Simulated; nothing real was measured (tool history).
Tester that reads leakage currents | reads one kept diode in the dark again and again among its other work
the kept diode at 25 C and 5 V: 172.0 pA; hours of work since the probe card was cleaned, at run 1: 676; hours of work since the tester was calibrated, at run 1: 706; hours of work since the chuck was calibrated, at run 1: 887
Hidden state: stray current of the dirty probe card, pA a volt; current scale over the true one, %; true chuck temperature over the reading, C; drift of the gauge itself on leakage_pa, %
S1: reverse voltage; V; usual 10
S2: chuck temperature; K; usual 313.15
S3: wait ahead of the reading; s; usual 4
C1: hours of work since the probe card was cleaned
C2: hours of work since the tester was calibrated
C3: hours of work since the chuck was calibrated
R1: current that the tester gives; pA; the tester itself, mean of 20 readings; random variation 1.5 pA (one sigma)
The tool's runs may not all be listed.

| run | hour | S1 | S2 | S3 | C1 | C2 | C3 | R1 |
|---|---|---|---|---|---|---|---|---|
| 1 | 0 | 10 | 313.15 | 4 | 676 | 706 | 887 | 706.34 |
| 2 | 33.5 | 10 | 313.15 | 4 | 702 | 732 | 913 | 705.62 |
| 3 | 50.6 | 10 | 313.15 | 4 | 716 | 746 | 927 | 704.91 |
| 4 | 66.2 | 10 | 313.15 | 0.58 | 728 | 758 | 939 | 708.5 |
| 5 | 88.9 | 10.2 | 313.15 | 0.58 | 746 | 776 | 957 | 718.61 |
| 6 | 114.3 | 10.2 | 313.15 | 4.08 | 766 | 796 | 977 | 711.46 |
| 7 | 138.4 | 10.2 | 313.15 | 4.08 | 785 | 815 | 996 | 715.38 |
| 8 | 170.3 | 10.2 | 313.15 | 4.08 | 810 | 840 | 1021 | 712.67 |
| 9 | 195.4 | 10.2 | 313.15 | 4.08 | 830 | 860 | 1041 | 716.11 |
| 10 | 216.1 | 10.2 | 313.15 | 4.08 | 846 | 876 | 1057 | 714.13 |
| 11 | 246.6 | 2.9 | 313.15 | 4.08 | 870 | 900 | 1081 | 358.48 |
| 12 | 268.1 | 2.9 | 313.15 | 4.08 | 887 | 917 | 1098 | 357.38 |
| 13 | 297 | 2.9 | 313.15 | 4.08 | 910 | 940 | 1121 | 357.74 |
| 14 | 317.4 | 2.9 | 313.15 | 4.08 | 926 | 956 | 1137 | 359.82 |
| 15 | 333.5 | 2.9 | 313.15 | 4.08 | 938 | 968 | 1149 | 358.65 |
| 16 | 349.2 | 1.4 | 313.15 | 4 | 951 | 981 | 1162 | 241.24 |
| 17 | 378.1 | 1.4 | 313.15 | 4 | 974 | 1003 | 1185 | 240.42 |
| 18 | 406.1 | 10 | 313.15 | 0.98 | 995 | 1025 | 1207 | 710.78 |
| 19 | 434 | 10 | 312.15 | 4 | 1018 | 1047 | 1229 | 660.89 |
| 20 | 467.7 | 10 | 315.15 | 4 | 1044 | 1074 | 1255 | 802.36 |
| 21 | 491.1 | 1.3 | 318.15 | 9.32 | 1062 | 1092 | 1273 | 319.58 |
| 22 | 507.8 | 1.5 | 327.15 | 4 | 1075 | 1105 | 1287 | 599.85 |
| 23 | 539.1 | 1.5 | 327.15 | 4 | 1100 | 1130 | 1311 | 599.15 |
| 24 | 572.5 | 10 | 313.15 | 0.92 | 1126 | 1156 | 1338 | 708.32 |
| 25 | 597 | 10 | 313.15 | 0.92 | 1146 | 1176 | 1357 | 706.26 |
| 26 | 617 | 10 | 313.15 | 0.92 | 1161 | 1191 | 1373 | 708.27 |
| 27 | 643.5 | 4.7 | 313.15 | 0.92 | 1182 | 1212 | 1393 | 466.78 |
| 28 | 675.9 | 10 | 302.15 | 0.42 | 1208 | 1238 | 1419 | 344.41 |
| 29 | 693.2 | 10 | 302.15 | 0.42 | 1221 | 1251 | 1433 | 345.57 |
|  | 712.5 | chuck's temperature calibrated |
| 30 | 725.3 | 12.6 | 313.15 | 0.58 | 1245 | 1275 | 10 | 839.34 |
| 31 | 748.6 | 12.6 | 313.15 | 9.5 | 1263 | 1293 | 28 | 831.02 |
| 32 | 773.9 | 17.4 | 309.15 | 9.5 | 1283 | 1313 | 48 | 773.46 |
| 33 | 807.7 | 4.3 | 327.15 | 4.44 | 1310 | 1340 | 75 | 1097.6 |
| 34 | 832.6 | 4.3 | 327.15 | 4.44 | 1329 | 1359 | 94 | 1101.62 |
| 35 | 861.7 | 9.7 | 327.15 | 6.85 | 1352 | 1382 | 117 | 1712.7 |
| 36 | 887.5 | 6.5 | 300.15 | 4 | 1373 | 1403 | 138 | 244.3 |
| 37 | 906.2 | 4.7 | 300.15 | 2.31 | 1387 | 1417 | 152 | 203.46 |
| 38 | 928 | 2.9 | 294.15 | 0.78 | 1405 | 1434 | 170 | 102.55 |
| 39 | 952.5 | 2.9 | 313.15 | 0.78 | 1424 | 1454 | 189 | 370.83 |
| 40 | 974.3 | 2.9 | 313.15 | 0.78 | 1441 | 1471 | 206 | 373.01 |

The same runs without the tool's hidden state, with the same run-to-run variation:
| run | R1 |
|---|---|
| 1 | 706.88 |
| 2 | 706.11 |
| 3 | 705.39 |
| 4 | 708.98 |
| 5 | 719.03 |
| 6 | 711.88 |
| 7 | 715.8 |
| 8 | 713.04 |
| 9 | 716.47 |
| 10 | 714.44 |
| 11 | 361.27 |
| 12 | 360.19 |
| 13 | 360.63 |
| 14 | 362.76 |
| 15 | 361.61 |
| 16 | 243.97 |
| 17 | 243.19 |
| 18 | 711 |
| 19 | 660.3 |
| 20 | 804.26 |
| 21 | 324.11 |
| 22 | 608.98 |
| 23 | 608.48 |
| 24 | 708.42 |
| 25 | 706.3 |
| 26 | 708.25 |
| 27 | 469.87 |
| 28 | 336.49 |
| 29 | 337.53 |
| 30 | 806.25 |
| 31 | 798.14 |
| 32 | 732.78 |
| 33 | 1076.17 |
| 34 | 1080.36 |
| 35 | 1674.66 |
| 36 | 229.3 |
| 37 | 192.25 |
| 38 | 95.86 |
| 39 | 361.17 |
| 40 | 363.34 |
